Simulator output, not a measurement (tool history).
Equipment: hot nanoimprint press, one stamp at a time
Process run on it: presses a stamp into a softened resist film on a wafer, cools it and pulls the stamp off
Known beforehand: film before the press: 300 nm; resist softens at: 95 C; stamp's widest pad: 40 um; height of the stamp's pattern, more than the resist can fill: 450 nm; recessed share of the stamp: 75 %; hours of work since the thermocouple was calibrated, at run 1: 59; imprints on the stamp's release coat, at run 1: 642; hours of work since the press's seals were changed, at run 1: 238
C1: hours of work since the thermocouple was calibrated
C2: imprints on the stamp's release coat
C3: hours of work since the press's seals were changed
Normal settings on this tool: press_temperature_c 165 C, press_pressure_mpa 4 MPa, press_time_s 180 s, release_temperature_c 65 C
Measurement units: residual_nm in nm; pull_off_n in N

Run 1, hour 0: usual settings; C1 59; C2 642; C3 238. Result: residual_nm 169.2 nm, pull_off_n 216 N.
At hour 17.8: stamp cleaned and given a new release coat.
Run 2, hour 49.5: usual settings; C1 93; C2 193; C3 271. Result: residual_nm 169.5 nm, pull_off_n 182 N.
Run 3, hour 87.4: usual settings; C1 122; C2 423; C3 301. Result: residual_nm 168.6 nm, pull_off_n 200 N.
Run 4, hour 126.9: usual settings but release_temperature_c 63 C; C1 153; C2 663; C3 331. Result: residual_nm 168.4 nm, pull_off_n 212 N.
At hour 142.7: stamp cleaned and given a new release coat.
Run 5, hour 170.8: usual settings but press_pressure_mpa 4.06 MPa; C1 182; C2 171; C3 361. Result: residual_nm 168 nm, pull_off_n 190 N.
Run 6, hour 227.4: usual settings; C1 226; C2 514; C3 404. Result: residual_nm 167.6 nm, pull_off_n 204 N.
At hour 264.1: stamp cleaned and given a new release coat.
Run 7, hour 283.9: usual settings; C1 265; C2 120; C3 443. Result: residual_nm 168.3 nm, pull_off_n 184 N.
Run 8, hour 325: usual settings; C1 297; C2 370; C3 475. Result: residual_nm 168.3 nm, pull_off_n 196 N.
At hour 388.4: stamp cleaned and given a new release coat.
Run 9, hour 388.4: usual settings but press_time_s 100 s; C1 341; C2 0; C3 520. Result: residual_nm 200.9 nm, pull_off_n 180 N.
Run 10, hour 449.8: usual settings; C1 389; C2 373; C3 567. Result: residual_nm 166.9 nm, pull_off_n 201 N.
At hour 457.4: plate thermocouple calibrated.
Run 11, hour 493.7: usual settings but press_temperature_c 170 C, release_temperature_c 52 C; C1 28; C2 621; C3 599. Result: residual_nm 150 nm, pull_off_n 244 N.
At hour 515.8: stamp cleaned and given a new release coat.
Run 12, hour 546.1: usual settings but press_time_s 183 s; C1 64; C2 184; C3 635. Result: residual_nm 170.7 nm, pull_off_n 189 N.

Forecast run 13:
Run 13, hour 583.2: usual settings but press_temperature_c 154 C, press_pressure_mpa 3.3 MPa, press_time_s 273 s; C1 93; C2 409; C3 663. Result: residual_nm ?, pull_off_n ?.

{"run 13": {"residual_nm": 212.1, "pull_off_n": 197}}
The same run, on a tool lacking any hidden state, would have yielded residual_nm 208.9 nm, pull_off_n 178 N.
